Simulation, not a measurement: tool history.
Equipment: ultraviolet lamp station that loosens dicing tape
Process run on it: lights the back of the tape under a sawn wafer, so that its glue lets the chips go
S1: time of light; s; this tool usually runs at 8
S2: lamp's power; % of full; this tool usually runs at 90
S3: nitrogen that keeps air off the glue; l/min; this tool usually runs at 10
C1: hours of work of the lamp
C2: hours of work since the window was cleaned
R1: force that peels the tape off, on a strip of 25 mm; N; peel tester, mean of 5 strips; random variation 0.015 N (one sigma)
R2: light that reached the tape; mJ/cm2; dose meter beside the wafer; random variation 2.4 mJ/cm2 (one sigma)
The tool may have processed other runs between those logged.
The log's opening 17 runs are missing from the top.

Run 18, hour 146.3: usual settings but S2 70 % of full; C1 283; C2 350. Result: R1 1.238 N, R2 202 mJ/cm2.
Run 19, hour 156.4: usual settings but S2 70 % of full; C1 290; C2 357. Result: R1 1.243 N, R2 204 mJ/cm2.
Run 20, hour 162.5: usual settings but S2 70 % of full; C1 295; C2 362. Result: R1 1.246 N, R2 202 mJ/cm2.
Run 21, hour 167.7: usual settings but S2 70 % of full; C1 298; C2 366. Result: R1 1.281 N, R2 203 mJ/cm2.
Run 22, hour 172.9: usual settings but S1 4 s, S2 60 % of full, S3 13 l/min; C1 302; C2 369. Result: R1 4.225 N, R2 87 mJ/cm2.
Run 23, hour 179.5: usual settings but S1 12 s, S2 91 % of full, S3 5 l/min; C1 307; C2 374. Result: R1 0.365 N, R2 403 mJ/cm2.
Run 24, hour 188.7: usual settings but S1 12 s, S2 91 % of full, S3 5 l/min; C1 313; C2 381. Result: R1 0.359 N, R2 404 mJ/cm2.
Run 25, hour 195.4: usual settings but S1 12 s, S2 91 % of full, S3 5 l/min; C1 318; C2 385. Result: R1 0.377 N, R2 396 mJ/cm2.
Run 26, hour 204.6: usual settings but S2 71 % of full, S3 11 l/min; C1 325; C2 392. Result: R1 1.200 N, R2 206 mJ/cm2.
Run 27, hour 215.1: usual settings but S2 71 % of full, S3 11 l/min; C1 332; C2 400. Result: R1 1.125 N, R2 208 mJ/cm2.
Run 28, hour 222.1: usual settings but S1 14 s, S2 76 % of full, S3 15 l/min; C1 337; C2 405. Result: R1 0.239 N, R2 393 mJ/cm2.
Run 29, hour 227.6: usual settings but S1 9 s, S3 5 l/min; C1 341; C2 409. Result: R1 0.780 N, R2 301 mJ/cm2.
Run 30, hour 234.5: usual settings but S1 6 s, S2 99 % of full, S3 4 l/min; C1 346; C2 414. Result: R1 1.626 N, R2 219 mJ/cm2.
Run 31, hour 241.5: usual settings but S1 14 s, S3 15 l/min; C1 351; C2 419. Result: R1 0.183 N, R2 461 mJ/cm2.
Run 32, hour 251.1: usual settings but S1 14 s, S2 65 % of full, S3 4 l/min; C1 358; C2 426. Result: R1 0.650 N, R2 331 mJ/cm2.
Run 33, hour 255.6: usual settings but S1 14 s, S2 65 % of full, S3 4 l/min; C1 362; C2 429. Result: R1 0.662 N, R2 330 mJ/cm2.
Run 34, hour 263.7: usual settings but S1 7 s, S2 79 % of full; C1 367; C2 435. Result: R1 1.299 N, R2 200 mJ/cm2.
Run 35, hour 272.1: usual settings but S1 7 s, S2 79 % of full; C1 373; C2 441. Result: R1 1.272 N, R2 203 mJ/cm2.

Alternative continuations, all from the tool just after run 35; predict every row:
Run A, hour 277.6: usual settings but S1 7 s, S2 89 % of full; C1 377; C2 445. Result: R1 ?, R2 ?.
Run B, hour 277.6: usual settings but S1 7 s; C1 377; C2 445. Result: R1 ?, R2 ?.
Run C, hour 277.6: usual settings but S1 6 s, S2 88 % of full; C1 377; C2 445. Result: R1 ?, R2 ?.
Run D, hour 277.6: usual settings but S1 15 s, S2 73 % of full, S3 6 l/min; C1 377; C2 445. Result: R1 ?, R2 ?.
Run E, hour 277.6: usual settings but S1 5 s; C1 377; C2 445. Result: R1 ?, R2 ?.

run     R1   R2
  A  0.966  229
  B  0.990  230
  C  1.342  194
  D  0.313  401
  E  1.849  163
The same runs, with their run-to-run variation unchanged, on a tool lacking any hidden condition would have given:
run     R1   R2
  A  0.962  230
  B  0.986  230
  C  1.337  194
  D  0.312  402
  E  1.843  164

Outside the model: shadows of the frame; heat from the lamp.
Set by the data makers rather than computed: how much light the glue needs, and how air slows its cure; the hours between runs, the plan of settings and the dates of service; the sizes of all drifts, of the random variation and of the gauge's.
